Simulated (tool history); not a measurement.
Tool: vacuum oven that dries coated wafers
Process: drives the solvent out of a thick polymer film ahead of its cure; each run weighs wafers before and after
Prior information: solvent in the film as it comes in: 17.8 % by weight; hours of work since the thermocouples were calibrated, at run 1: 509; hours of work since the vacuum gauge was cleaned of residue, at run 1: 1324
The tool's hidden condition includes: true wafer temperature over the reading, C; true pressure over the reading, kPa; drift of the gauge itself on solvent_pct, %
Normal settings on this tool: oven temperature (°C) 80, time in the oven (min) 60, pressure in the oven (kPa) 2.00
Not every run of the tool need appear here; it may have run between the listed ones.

run,day,oven temperature (°C),time in the oven (min),pressure in the oven (kPa),hours of work since the thermocouples were calibrated,hours of work since the vacuum gauge was cleaned of residue,solvent left in the film (%)
1,0.000,80,60,2.00,509,1324,2.47
2,3.929,80,60,2.00,575,1390,2.52
3,7.562,80,98,2.00,636,1451,1.44
4,10.700,80,98,2.00,689,1504,1.51
5,12.675,80,60,2.36,723,1538,2.71
6,15.550,67,60,2.00,771,1586,6.70
7,18.212,80,60,2.00,816,1631,2.70
8,20.988,80,60,2.00,863,1678,2.63
9,23.908,73,60,2.00,912,1727,4.77
10,27.133,80,60,2.00,967,1782,2.73
11,31.104,80,60,2.00,1034,1849,2.80
12,34.758,80,60,2.00,1095,1910,2.85
13,37.696,81,39,3.08,1145,1960,4.71
14,40.721,92,89,5.25,1196,2011,1.93

Run 15 has not been measured yet. What should we expect?
15,43.029,72,103,4.35,1235,2050,?

{"run 15": {"solvent left in the film (%)": 4.73}}
Take away the tool's hidden state, keep the run-to-run variation as it was, and the same run would have given solvent left in the film (%) 3.57.
